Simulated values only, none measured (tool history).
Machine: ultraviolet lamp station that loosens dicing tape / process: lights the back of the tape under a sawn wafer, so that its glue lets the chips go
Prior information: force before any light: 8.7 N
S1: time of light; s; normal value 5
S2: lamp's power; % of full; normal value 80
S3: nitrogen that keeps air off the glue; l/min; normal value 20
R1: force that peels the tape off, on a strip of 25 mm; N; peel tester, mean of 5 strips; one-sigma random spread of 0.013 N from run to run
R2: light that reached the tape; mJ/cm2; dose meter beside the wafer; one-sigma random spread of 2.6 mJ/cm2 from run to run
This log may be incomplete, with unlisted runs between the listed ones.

Run 1, hour 0: usual settings. Result: R1 1.002 N, R2 263 mJ/cm2.
At hour 12.1: window cleaned of glue's vapour.
Run 2, hour 27.6: usual settings but S1 3 s. Result: R1 2.509 N, R2 148 mJ/cm2.
Run 3, hour 43.6: usual settings but S2 87 % of full. Result: R1 0.932 N, R2 266 mJ/cm2.
Run 4, hour 65.8: usual settings. Result: R1 1.188 N, R2 242 mJ/cm2.
Run 5, hour 101: usual settings but S2 71 % of full. Result: R1 1.47 N, R2 211 mJ/cm2.
Run 6, hour 118.4: usual settings but S2 71 % of full. Result: R1 1.489 N, R2 209 mJ/cm2.
Run 7, hour 142.1: usual settings. Result: R1 1.252 N, R2 231 mJ/cm2.
Run 8, hour 156.9: usual settings but S3 30 l/min. Result: R1 1.125 N, R2 231 mJ/cm2.
Run 9, hour 192.7: usual settings but S1 7 s, S2 73 % of full, S3 14 l/min. Result: R1 0.9 N, R2 288 mJ/cm2.
At hour 229: window cleaned of glue's vapour, once more.
Run 10, hour 229: usual settings but S1 8 s. Result: R1 0.287 N, R2 453 mJ/cm2.
Run 11, hour 258.9: usual settings but S1 8 s. Result: R1 0.279 N, R2 441 mJ/cm2.
Run 12, hour 277.4: usual settings but S1 6 s, S2 83 % of full, S3 36 l/min. Result: R1 0.436 N, R2 342 mJ/cm2.

Run 13 is up next; what results do you expect?
Run 13, hour 308.3: usual settings but S1 10 s, S2 96 % of full, S3 8 l/min. Result: R1 ?, R2 ?.

R1: 0.185 N
R2: 651 mJ/cm2
On a tool with no hidden condition, and with the same random variation, this run would have come out at R1 0.138 N, R2 774 mJ/cm2.
